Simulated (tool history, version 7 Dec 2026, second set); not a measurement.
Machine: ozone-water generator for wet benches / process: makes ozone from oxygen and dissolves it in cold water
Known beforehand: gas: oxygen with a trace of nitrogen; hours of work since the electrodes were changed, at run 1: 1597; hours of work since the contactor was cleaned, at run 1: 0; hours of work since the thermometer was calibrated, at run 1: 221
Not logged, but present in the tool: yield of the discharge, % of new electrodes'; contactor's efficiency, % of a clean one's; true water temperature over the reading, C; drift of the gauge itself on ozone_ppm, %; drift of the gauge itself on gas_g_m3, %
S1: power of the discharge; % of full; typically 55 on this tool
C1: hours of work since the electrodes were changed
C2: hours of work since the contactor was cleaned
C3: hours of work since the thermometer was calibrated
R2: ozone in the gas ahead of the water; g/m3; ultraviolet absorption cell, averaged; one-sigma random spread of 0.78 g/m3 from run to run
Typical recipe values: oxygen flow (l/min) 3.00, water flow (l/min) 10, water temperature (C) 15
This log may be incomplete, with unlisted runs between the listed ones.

Run 1, day 0.000: usual settings; C1 1597; C2 0; C3 221. Result: dissolved ozone (ppm) 16.5, R2 120.2 g/m3.
Run 2, day 5.404: usual settings but water temperature (C) 12; C1 1709; C2 112; C3 333. Result: dissolved ozone (ppm) 17.1, R2 119.4 g/m3.
Run 3, day 8.950: usual settings but water temperature (C) 12; C1 1782; C2 185; C3 406. Result: dissolved ozone (ppm) 17.1, R2 119.0 g/m3.
Run 4, day 13.875: usual settings but water temperature (C) 12; C1 1883; C2 286; C3 508. Result: dissolved ozone (ppm) 17.3, R2 118.6 g/m3.
Run 5, day 17.342: usual settings; C1 1955; C2 358; C3 579. Result: dissolved ozone (ppm) 16.6, R2 119.5 g/m3.
Run 6, day 21.850: usual settings; C1 2048; C2 451; C3 672. Result: dissolved ozone (ppm) 16.2, R2 118.5 g/m3.
Run 7, day 27.375: usual settings but water flow (l/min) 11; C1 2162; C2 565; C3 786. Result: dissolved ozone (ppm) 15.4, R2 117.9 g/m3.
Run 8, day 33.729: usual settings but oxygen flow (l/min) 4.21; C1 2293; C2 696; C3 917. Result: dissolved ozone (ppm) 16.4, R2 100.4 g/m3.
Run 9, day 37.033: usual settings but S1 51 % of full, oxygen flow (l/min) 3.07, water flow (l/min) 9, water temperature (C) 8; C1 2361; C2 764; C3 985. Result: dissolved ozone (ppm) 18.6, R2 109.7 g/m3.
At day 37.571: contactor cleaned.
Run 10, day 43.646: usual settings but S1 70 % of full, oxygen flow (l/min) 1.84, water flow (l/min) 12, water temperature (C) 10; C1 2494; C2 125; C3 1118. Result: dissolved ozone (ppm) 17.1, R2 181.4 g/m3.
Run 11, day 47.254: usual settings but S1 70 % of full, oxygen flow (l/min) 1.84, water flow (l/min) 12, water temperature (C) 10; C1 2568; C2 200; C3 1193. Result: dissolved ozone (ppm) 16.8, R2 179.4 g/m3.
Run 12, day 50.992: usual settings but S1 41 % of full, oxygen flow (l/min) 5.25, water flow (l/min) 9, water temperature (C) 10; C1 2645; C2 277; C3 1270. Result: dissolved ozone (ppm) 14.9, R2 71.4 g/m3.
Run 13, day 58.383: usual settings but S1 41 % of full, oxygen flow (l/min) 5.25, water flow (l/min) 9, water temperature (C) 10; C1 2798; C2 429; C3 1422. Result: dissolved ozone (ppm) 14.7, R2 71.4 g/m3.

How the hidden state differs across the entries between the runs, from the last listed run before each to the first after it:
Runs 9 to 10: contactor cleaned (day 37.571)
  yield of the discharge, % of new electrodes': 97.6 -> 97.4; contactor's efficiency, % of a clean one's: 99.1 -> 98.5; true water temperature over the reading, C: 0.11 -> 0.12
  the result without the hidden state subtracted from the measured one, dissolved ozone (ppm): -0.4 -> -0.5; R2: -2.0 -> -4.9 g/m3
